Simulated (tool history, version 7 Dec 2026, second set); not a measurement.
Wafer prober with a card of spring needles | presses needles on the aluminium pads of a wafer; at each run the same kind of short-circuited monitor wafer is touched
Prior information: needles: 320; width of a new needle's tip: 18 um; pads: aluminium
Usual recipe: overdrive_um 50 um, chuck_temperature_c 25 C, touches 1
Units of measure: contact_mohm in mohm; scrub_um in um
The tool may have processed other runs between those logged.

run 1 day=0 | overdrive_um=50 chuck_temperature_c=25 touches=1 | contact_mohm=254 scrub_um=6.22
run 2 day=0.383 | overdrive_um=50 chuck_temperature_c=25 touches=1 | contact_mohm=289 scrub_um=6.44
-- day=0.558 tips cleaned on abrasive film
run 3 day=0.846 | overdrive_um=50 chuck_temperature_c=25 touches=1 | contact_mohm=248 scrub_um=6.13
run 4 day=1.129 | overdrive_um=50 chuck_temperature_c=25 touches=1 | contact_mohm=277 scrub_um=6.23
-- day=1.408 tips cleaned on abrasive film
run 5 day=1.471 | overdrive_um=50 chuck_temperature_c=25 touches=1 | contact_mohm=209 scrub_um=6.13
run 6 day=1.729 | overdrive_um=50 chuck_temperature_c=25 touches=1 | contact_mohm=253 scrub_um=6.22
run 7 day=2.096 | overdrive_um=50 chuck_temperature_c=35 touches=1 | contact_mohm=294 scrub_um=6.35
-- day=2.279 tips cleaned on abrasive film
run 8 day=2.288 | overdrive_um=50 chuck_temperature_c=35 touches=1 | contact_mohm=200 scrub_um=6.27
run 9 day=2.558 | overdrive_um=35 chuck_temperature_c=25 touches=1 | contact_mohm=314 scrub_um=4.3
run 10 day=2.938 | overdrive_um=31 chuck_temperature_c=88 touches=3 | contact_mohm=296 scrub_um=3.9
-- day=3.15 tips cleaned on abrasive film
run 11 day=3.212 | overdrive_um=50 chuck_temperature_c=25 touches=2 | contact_mohm=204 scrub_um=6.19
run 12 day=3.65 | overdrive_um=50 chuck_temperature_c=25 touches=2 | contact_mohm=241 scrub_um=6.14
run 13 day=3.892 | overdrive_um=41 chuck_temperature_c=59 touches=1 | contact_mohm=348 scrub_um=5.17
-- day=4.004 tips cleaned on abrasive film
run 14 day=4.354 | overdrive_um=41 chuck_temperature_c=112 touches=3 | contact_mohm=249 scrub_um=5.15

Forecast each of these 3 alternatives for the next run:
run A day=4.721 | overdrive_um=59 chuck_temperature_c=27 touches=2 | contact_mohm=? scrub_um=?
run B day=4.721 | overdrive_um=41 chuck_temperature_c=65 touches=3 | contact_mohm=? scrub_um=?
run C day=4.721 | overdrive_um=50 chuck_temperature_c=25 touches=1 | contact_mohm=? scrub_um=?

run=A contact_mohm=236 scrub_um=7.29
run=B contact_mohm=251 scrub_um=5.18
run=C contact_mohm=295 scrub_um=6.28
Take away the tool's hidden state, keep each run's random variation, and the runs would have read:
run=A contact_mohm=188 scrub_um=7.39
run=B contact_mohm=198 scrub_um=5.28
run=C contact_mohm=187 scrub_um=6.38
